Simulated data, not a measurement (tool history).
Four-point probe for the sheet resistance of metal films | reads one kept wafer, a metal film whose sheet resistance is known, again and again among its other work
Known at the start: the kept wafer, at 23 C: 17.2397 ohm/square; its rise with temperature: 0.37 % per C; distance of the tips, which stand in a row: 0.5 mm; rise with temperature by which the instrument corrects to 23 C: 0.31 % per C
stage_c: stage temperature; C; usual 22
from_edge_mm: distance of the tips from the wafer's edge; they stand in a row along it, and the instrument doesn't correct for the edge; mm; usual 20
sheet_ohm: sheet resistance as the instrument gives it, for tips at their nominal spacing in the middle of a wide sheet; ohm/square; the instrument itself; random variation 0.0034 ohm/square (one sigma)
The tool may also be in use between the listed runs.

| run | hour | stage_c | from_edge_mm | sheet_ohm |
|---|---|---|---|---|
| 1 | 0.0 | 22 | 20 | 17.280913 |
| 2 | 17.4 | 22 | 66 | 17.279188 |
| 3 | 25.9 | 22 | 20 | 17.275428 |
| 4 | 41.4 | 22 | 20 | 17.284647 |
| 5 | 55.9 | 22 | 10 | 17.304676 |
| 6 | 70.9 | 22 | 10 | 17.300886 |
| 7 | 86.9 | 22 | 10 | 17.296733 |
| 8 | 96.1 | 22 | 11 | 17.299725 |
| 9 | 110.8 | 23 | 20 | 17.292930 |
| 10 | 122.6 | 23 | 20 | 17.295759 |
| 11 | 139.0 | 22 | 13 | 17.290223 |
| 12 | 146.6 | 22 | 14 | 17.291162 |
| 13 | 164.1 | 22 | 14 | 17.295617 |
| 14 | 173.9 | 19 | 49 | 17.249771 |
| 15 | 190.6 | 19 | 4 | 17.390196 |
| 16 | 199.4 | 19 | 4 | 17.395577 |
| 17 | 216.9 | 27 | 3 | 17.595118 |

Forecast each of these 4 alternatives for the next run:
| A | 230.8 | 27 | 33 | ? |
| B | 230.8 | 20 | 35 | ? |
| C | 230.8 | 22 | 52 | ? |
| D | 230.8 | 27 | 19 | ? |

| run | sheet_ohm |
|---|---|
| A | 17.343589 |
| B | 17.263662 |
| C | 17.288388 |
| D | 17.350626 |
Without the tool's hidden state the same runs would have given:
| run | sheet_ohm |
|---|---|
| A | 17.287535 |
| B | 17.207613 |
| C | 17.232333 |
| D | 17.294551 |

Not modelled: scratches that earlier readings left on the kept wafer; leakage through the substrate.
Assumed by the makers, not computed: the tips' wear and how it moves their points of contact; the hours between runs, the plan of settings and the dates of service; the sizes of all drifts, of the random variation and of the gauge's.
